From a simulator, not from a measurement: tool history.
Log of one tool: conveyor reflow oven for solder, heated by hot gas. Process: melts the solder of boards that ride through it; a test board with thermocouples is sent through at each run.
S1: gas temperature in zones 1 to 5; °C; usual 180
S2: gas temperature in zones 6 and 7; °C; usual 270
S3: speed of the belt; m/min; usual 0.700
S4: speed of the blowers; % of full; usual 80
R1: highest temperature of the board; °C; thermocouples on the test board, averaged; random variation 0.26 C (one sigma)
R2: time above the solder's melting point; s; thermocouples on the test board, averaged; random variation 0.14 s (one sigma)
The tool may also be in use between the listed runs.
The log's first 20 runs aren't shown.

run     day   S1   S2     S3  S4     R1    R2
 21  17.412  191  272  0.745  62  255.7  48.8
 22  18.138  176  272  0.745  66  253.5  43.2
 23  19.150  176  272  0.745  66  253.7  42.7
 24  19.800  186  267  0.745  76  252.7  45.9
 25  20.479  186  267  0.745  76  252.6  46.0
 26  21.375  190  264  0.606  72  255.2  60.5
 27  22.483  192  264  0.674  72  252.5  53.6
 28  23.567  178  264  0.700  80  250.5  45.9
 29  24.033  179  270  0.582  80  260.8  62.2
 30  24.621  180  270  0.608  80  259.9  59.3
 31  25.650  180  270  0.662  69  255.5  51.8
 32  26.721  178  281  0.651  58  263.1  55.3

Forecast each of these 3 alternatives for the next run:
  A  27.717  178  277  0.803  66   ?   ?
  B  27.717  192  269  0.651  58   ?   ?
  C  27.717  180  261  0.795  71   ?   ?

run     R1    R2
  A  254.4  40.3
  B  254.8  56.5
  C  242.8  35.0
Without the tool's hidden state the same runs would have given:
run     R1    R2
  A  256.9  41.5
  B  256.7  57.3
  C  245.2  36.8
